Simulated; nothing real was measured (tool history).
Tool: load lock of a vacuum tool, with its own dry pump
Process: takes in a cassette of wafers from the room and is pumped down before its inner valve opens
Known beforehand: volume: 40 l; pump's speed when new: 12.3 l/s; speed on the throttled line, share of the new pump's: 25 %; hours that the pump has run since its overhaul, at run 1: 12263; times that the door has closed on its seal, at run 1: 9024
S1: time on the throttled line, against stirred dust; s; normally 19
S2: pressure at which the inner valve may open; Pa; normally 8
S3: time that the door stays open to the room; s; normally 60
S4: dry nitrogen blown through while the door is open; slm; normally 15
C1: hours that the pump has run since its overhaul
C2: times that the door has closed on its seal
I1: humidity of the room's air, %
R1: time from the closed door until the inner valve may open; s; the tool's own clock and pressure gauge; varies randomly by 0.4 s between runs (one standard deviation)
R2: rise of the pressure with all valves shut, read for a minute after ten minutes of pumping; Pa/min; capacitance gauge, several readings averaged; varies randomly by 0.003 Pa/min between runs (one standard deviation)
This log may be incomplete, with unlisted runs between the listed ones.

run 1 hour=0 | S1=19 S2=8 S3=60 S4=15 | C1=12263 C2=9024 | I1=42.8 | R1=46.3 R2=0.035
run 2 hour=76.6 | S1=19 S2=8 S3=60 S4=15 | C1=12339 C2=9190 | I1=42.9 | R1=45.4 R2=0.031
run 3 hour=215.4 | S1=19 S2=8 S3=60 S4=15 | C1=12478 C2=9490 | I1=42.8 | R1=45.2 R2=0.036
run 4 hour=336.7 | S1=19 S2=8 S3=60 S4=15 | C1=12599 C2=9753 | I1=43.8 | R1=45.6 R2=0.037
run 5 hour=426.5 | S1=19 S2=10 S3=60 S4=15 | C1=12689 C2=9947 | I1=44.3 | R1=44.1 R2=0.038
run 6 hour=503.8 | S1=19 S2=8 S3=60 S4=15 | C1=12766 C2=10115 | I1=43.2 | R1=44.6 R2=0.035
run 7 hour=565.8 | S1=19 S2=8 S3=60 S4=15 | C1=12828 C2=10249 | I1=44.8 | R1=44.8 R2=0.033
run 8 hour=642.5 | S1=19 S2=8 S3=60 S4=15 | C1=12905 C2=10415 | I1=46.9 | R1=45.6 R2=0.042
run 9 hour=702.5 | S1=19 S2=8 S3=60 S4=15 | C1=12965 C2=10545 | I1=43.8 | R1=45.3 R2=0.034
run 10 hour=843.7 | S1=19 S2=8 S3=60 S4=20 | C1=13106 C2=10850 | I1=44.4 | R1=46.1 R2=0.03
run 11 hour=951.9 | S1=19 S2=8 S3=60 S4=20 | C1=13214 C2=11084 | I1=44.5 | R1=45.1 R2=0.032
run 12 hour=1089.1 | S1=19 S2=8 S3=60 S4=20 | C1=13352 C2=11382 | I1=46.4 | R1=44.3 R2=0.028
run 13 hour=1230 | S1=19 S2=8 S3=60 S4=20 | C1=13493 C2=11687 | I1=48.5 | R1=45.1 R2=0.037
run 14 hour=1317.6 | S1=19 S2=8 S3=60 S4=20 | C1=13580 C2=11876 | I1=43.3 | R1=44.7 R2=0.032
run 15 hour=1392.6 | S1=19 S2=8 S3=60 S4=15 | C1=13655 C2=12039 | I1=43.7 | R1=45.6 R2=0.029
run 16 hour=1452.4 | S1=19 S2=8 S3=60 S4=12 | C1=13715 C2=12168 | I1=44.8 | R1=45.1 R2=0.034
run 17 hour=1588.8 | S1=11 S2=8 S3=60 S4=12 | C1=13851 C2=12463 | I1=44.6 | R1=39.8 R2=0.04
run 18 hour=1700.7 | S1=11 S2=8 S3=60 S4=12 | C1=13963 C2=12705 | I1=44 | R1=39.3 R2=0.035
run 19 hour=1798.7 | S1=11 S2=8 S3=60 S4=12 | C1=14061 C2=12918 | I1=44.4 | R1=39.4 R2=0.042
run 20 hour=1905.6 | S1=11 S2=8 S3=60 S4=12 | C1=14168 C2=13149 | I1=48.8 | R1=39.2 R2=0.041
run 21 hour=1974.7 | S1=11 S2=6 S3=60 S4=12 | C1=14237 C2=13299 | I1=45 | R1=39.6 R2=0.039
run 22 hour=2115.3 | S1=19 S2=8 S3=218 S4=4 | C1=14378 C2=13603 | I1=42.3 | R1=45.2 R2=0.073
run 23 hour=2211.5 | S1=19 S2=16 S3=71 S4=15 | C1=14474 C2=13811 | I1=42.7 | R1=43.4 R2=0.04
run 24 hour=2296.3 | S1=19 S2=7 S3=147 S4=28 | C1=14559 C2=13995 | I1=45.4 | R1=45.3 R2=0.038
run 25 hour=2430.3 | S1=19 S2=7 S3=147 S4=28 | C1=14693 C2=14285 | I1=46.2 | R1=45.1 R2=0.041
run 26 hour=2569.1 | S1=19 S2=7 S3=147 S4=28 | C1=14832 C2=14585 | I1=49 | R1=46 R2=0.045
run 27 hour=2641.6 | S1=20 S2=7 S3=147 S4=26 | C1=14904 C2=14742 | I1=43.8 | R1=46.3 R2=0.038
run 28 hour=2782.3 | S1=19 S2=8 S3=60 S4=8 | C1=15045 C2=15047 | I1=45.8 | R1=45.1 R2=0.04
run 29 hour=2894.4 | S1=16 S2=8 S3=60 S4=12 | C1=15157 C2=15289 | I1=42.4 | R1=42.8 R2=0.028
run 30 hour=2956 | S1=19 S2=8 S3=60 S4=4 | C1=15219 C2=15423 | I1=46.8 | R1=44.9 R2=0.055
run 31 hour=3023.6 | S1=10 S2=8 S3=211 S4=4 | C1=15286 C2=15569 | I1=48.2 | R1=37.9 R2=0.082
run 32 hour=3117 | S1=10 S2=7 S3=211 S4=10 | C1=15380 C2=15771 | I1=45.7 | R1=38.1 R2=0.068
run 33 hour=3177.7 | S1=10 S2=7 S3=211 S4=10 | C1=15440 C2=15903 | I1=45.6 | R1=39.2 R2=0.066
run 34 hour=3242.5 | S1=10 S2=7 S3=211 S4=10 | C1=15505 C2=16043 | I1=42.5 | R1=38.8 R2=0.064
run 35 hour=3318.1 | S1=10 S2=7 S3=211 S4=10 | C1=15581 C2=16207 | I1=47.6 | R1=38.9 R2=0.069
run 36 hour=3386.3 | S1=10 S2=7 S3=211 S4=10 | C1=15649 C2=16354 | I1=45 | R1=38.5 R2=0.072
run 37 hour=3476 | S1=10 S2=12 S3=211 S4=10 | C1=15739 C2=16549 | I1=42.8 | R1=37.1 R2=0.06

What if the next run were any one of these 3? Each begins from the tool's condition after run 37:
run A hour=3612.7 | S1=10 S2=12 S3=93 S4=10 | C1=15875 C2=16845 | I1=43.7 | R1=? R2=?
run B hour=3612.7 | S1=19 S2=8 S3=190 S4=15 | C1=15875 C2=16845 | I1=43.4 | R1=? R2=?
run C hour=3612.7 | S1=31 S2=12 S3=211 S4=10 | C1=15875 C2=16845 | I1=47.6 | R1=? R2=?

run=A R1=37.2 R2=0.043
run=B R1=45.2 R2=0.058
run=C R1=53.3 R2=0.07
Had the tool no hidden state, the same runs would have come out as:
run=A R1=37.1 R2=0.042
run=B R1=45.2 R2=0.058
run=C R1=53.2 R2=0.07
